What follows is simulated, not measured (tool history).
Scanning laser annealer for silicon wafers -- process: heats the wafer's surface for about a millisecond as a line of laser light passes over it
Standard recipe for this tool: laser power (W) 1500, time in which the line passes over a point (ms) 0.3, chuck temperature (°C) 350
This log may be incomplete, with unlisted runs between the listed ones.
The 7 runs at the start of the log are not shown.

run     day  laser power (W)  time in which the line passes over a point (ms)  chuck temperature (°C)  hours of work since the window was cleaned  hours of work since the power meter was calibrated  hours of work since the optics were aligned  highest temperature of the surface (°C)
  8  10.612             1362                                              0.3                     350                                         214                                                 518                                          448                                     1056
  9  12.117             1500                                              0.3                     350                                         239                                                 543                                          473                                     1139
 10  14.088             1598                                              0.3                     350                                         272                                                 576                                          506                                     1183
 11  15.342             1598                                              0.3                     350                                         293                                                 597                                          527                                     1184
 12  17.271             1598                                              0.3                     350                                         325                                                 629                                          559                                     1184
     18.408  -- window over the wafer cleaned
 13  18.467             1598                                              0.3                     350                                           1                                                 647                                          577                                     1172
 14    19.8             1598                                              0.3                     350                                          23                                                 669                                          599                                     1171
 15  20.838             1598                                             0.38                     350                                          40                                                 687                                          617                                     1270
 16   22.75             1598                                             0.38                     350                                          72                                                 718                                          648                                     1262
 17  24.704             1598                                             0.38                     350                                         104                                                 751                                          681                                     1261
     26.004  -- window over the wafer cleaned, once more
 18  26.533             1498                                              0.3                     350                                           9                                                 780                                          710                                     1157
 19  28.196             1500                                            0.364                     373                                          36                                                 807                                          737                                     1262
 20  29.233             1500                                            0.368                     318                                          54                                                 825                                          754                                     1211
 21  30.583             1477                                            0.284                     331                                          76                                                 847                                          777                                     1098
 22  31.812             1556                                            0.284                     333                                          96                                                 867                                          797                                     1144
 23  33.154             1500                                              0.3                     381                                         119                                                 890                                          819                                     1176
 24  34.612             1578                                            0.307                     361                                         143                                                 914                                          844                                     1208
 25  35.492             1372                                              0.3                     360                                         157                                                 928                                          858                                     1076
 26  36.425             1372                                              0.3                     360                                         173                                                 944                                          874                                     1075
 27  37.438             1476                                            0.276                     360                                         190                                                 961                                          890                                     1100
 28  38.646             1476                                            0.276                     360                                         210                                                 981                                          911                                     1103
 29  39.871             1476                                            0.276                     360                                         230                                                1001                                          931                                     1097
 30  41.817             1500                                              0.3                     379                                         262                                                1033                                          963                                     1162

Branching from run 30: 5 alternative next runs. What would each branch give?
  A  43.467             1325                                            0.319                     310                                         290                                                1061                                          990                                        ?
  B  43.467             1604                                             0.23                     350                                         290                                                1061                                          990                                        ?
  C  43.467             1290                                              0.3                     390                                         290                                                1061                                          990                                        ?
  D  43.467             1554                                            0.375                     317                                         290                                                1061                                          990                                        ?
  E  43.467             1500                                              0.3                     354                                         290                                                1061                                          990                                        ?

run  highest temperature of the surface (°C)
  A                                     1008
  B                                     1081
  C                                     1047
  D                                     1220
  E                                     1131
With no hidden state in the tool, these same runs would have given:
run  highest temperature of the surface (°C)
  A                                     1043
  B                                     1118
  C                                     1081
  D                                     1266
  E                                     1170
